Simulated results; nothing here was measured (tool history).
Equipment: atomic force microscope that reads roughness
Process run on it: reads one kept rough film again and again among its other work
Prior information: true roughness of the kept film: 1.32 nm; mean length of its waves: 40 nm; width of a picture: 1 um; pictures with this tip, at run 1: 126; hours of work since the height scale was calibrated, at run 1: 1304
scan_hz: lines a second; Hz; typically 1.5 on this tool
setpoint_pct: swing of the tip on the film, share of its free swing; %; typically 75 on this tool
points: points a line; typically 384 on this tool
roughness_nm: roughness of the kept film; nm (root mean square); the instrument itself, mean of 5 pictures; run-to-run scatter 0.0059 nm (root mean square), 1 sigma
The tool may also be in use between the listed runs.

| run | hour | scan_hz | setpoint_pct | points | pictures with this tip | hours of work since the height scale was calibrated | roughness_nm |
|---|---|---|---|---|---|---|---|
| 1 | 0 | 1.5 | 75 | 384 | 126 | 1304 | 1.185 |
|  | 9.5 | new tip fitted |
| 2 | 32.1 | 1.5 | 75 | 384 | 24 | 1322 | 1.234 |
| 3 | 67 | 1.5 | 75 | 384 | 60 | 1343 | 1.214 |
| 4 | 90.3 | 1.5 | 75 | 851 | 84 | 1356 | 1.217 |
| 5 | 122.5 | 1.5 | 75 | 384 | 117 | 1375 | 1.189 |
|  | 141 | new tip fitted |
| 6 | 173 | 1.5 | 75 | 384 | 33 | 1404 | 1.229 |
| 7 | 210.4 | 1.5 | 75 | 384 | 71 | 1426 | 1.221 |
| 8 | 252.4 | 1.5 | 75 | 384 | 115 | 1451 | 1.189 |
|  | 273.2 | new tip fitted |
| 9 | 290.4 | 1.5 | 75 | 384 | 17 | 1472 | 1.234 |
| 10 | 325.9 | 3.76 | 75 | 384 | 54 | 1493 | 1.158 |
| 11 | 374.3 | 3.76 | 75 | 384 | 104 | 1521 | 1.128 |
| 12 | 401.5 | 0.76 | 75 | 384 | 132 | 1537 | 1.214 |
|  | 407 | new tip fitted |
| 13 | 451 | 0.86 | 56 | 313 | 46 | 1566 | 1.256 |
| 14 | 502.5 | 1.99 | 75 | 384 | 99 | 1596 | 1.182 |
|  | 537 | new tip fitted |
| 15 | 557 | 1.99 | 75 | 841 | 20 | 1627 | 1.219 |
| 16 | 582 | 1.99 | 75 | 919 | 46 | 1642 | 1.213 |
| 17 | 635.2 | 1.07 | 62 | 327 | 101 | 1673 | 1.239 |
|  | 670.8 | new tip fitted |
| 18 | 687.3 | 1.07 | 62 | 327 | 17 | 1703 | 1.264 |
| 19 | 712.5 | 1.22 | 62 | 475 | 43 | 1718 | 1.244 |

Forecast each of these 3 alternatives for the next run:
| A | 739.6 | 2.83 | 62 | 461 | 71 | 1734 | ? |
| B | 739.6 | 2.85 | 73 | 384 | 71 | 1734 | ? |
| C | 739.6 | 0.8 | 65 | 827 | 71 | 1734 | ? |

| run | roughness_nm |
|---|---|
| A | 1.215 |
| B | 1.172 |
| C | 1.251 |
With no hidden state in the tool, these same runs would have given:
| run | roughness_nm |
|---|---|
| A | 1.238 |
| B | 1.194 |
| C | 1.275 |
